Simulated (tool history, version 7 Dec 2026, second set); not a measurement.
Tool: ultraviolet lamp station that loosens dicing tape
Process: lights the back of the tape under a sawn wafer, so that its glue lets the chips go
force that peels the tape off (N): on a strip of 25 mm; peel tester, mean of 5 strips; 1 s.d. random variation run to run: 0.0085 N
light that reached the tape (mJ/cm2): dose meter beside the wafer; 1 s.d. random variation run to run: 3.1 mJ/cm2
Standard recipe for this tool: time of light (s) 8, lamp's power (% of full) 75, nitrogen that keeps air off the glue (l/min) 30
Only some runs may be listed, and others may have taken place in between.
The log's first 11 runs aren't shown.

| run | day | time of light (s) | lamp's power (% of full) | nitrogen that keeps air off the glue (l/min) | force that peels the tape off (N) | light that reached the tape (mJ/cm2) |
|---|---|---|---|---|---|---|
| 12 | 10.633 | 8 | 75 | 30 | 0.388 | 444 |
| 13 | 12.133 | 8 | 75 | 30 | 0.407 | 437 |
| 14 | 13.433 | 8 | 75 | 30 | 0.418 | 432 |
| 15 | 14.208 | 8 | 75 | 30 | 0.417 | 433 |
| 16 | 15.258 | 8 | 89 | 30 | 0.33 | 510 |
| 17 | 16.096 | 8 | 89 | 30 | 0.329 | 507 |
| 18 | 17.417 | 8 | 89 | 30 | 0.317 | 501 |
| 19 | 18.05 | 8 | 89 | 30 | 0.319 | 501 |
| 20 | 19.05 | 8 | 75 | 30 | 0.478 | 418 |
| 21 | 20.354 | 8 | 75 | 30 | 0.486 | 411 |
| 22 | 21.25 | 8 | 73 | 30 | 0.494 | 396 |
| 23 | 22.067 | 8 | 73 | 14 | 0.942 | 397 |
| 24 | 22.758 | 8 | 75 | 55 | 0.317 | 405 |
| 25 | 23.442 | 7 | 70 | 19 | 1.048 | 327 |
| 26 | 24.233 | 6 | 72 | 18 | 1.409 | 289 |
|  | 24.925 | window cleaned of glue's vapour |
| 27 | 24.938 | 6 | 72 | 18 | 1.259 | 304 |
| 28 | 25.867 | 11 | 64 | 10 | 0.825 | 495 |
| 29 | 26.721 | 9 | 97 | 17 | 0.35 | 603 |
| 30 | 27.967 | 12 | 79 | 30 | 0.239 | 654 |
| 31 | 29.062 | 4 | 75 | 11 | 2.997 | 205 |
| 32 | 29.738 | 8 | 75 | 14 | 0.898 | 404 |

The next listed run, before its measurement:
| 33 | 30.921 | 12 | 83 | 11 | ? | ? |

{"run 33": {"force that peels the tape off (N)": 0.407, "light that reached the tape (mJ/cm2)": 663}}
With the hidden condition absent and the run-to-run variation left alone, this run would have shown force that peels the tape off (N) 0.294, light that reached the tape (mJ/cm2) 800.
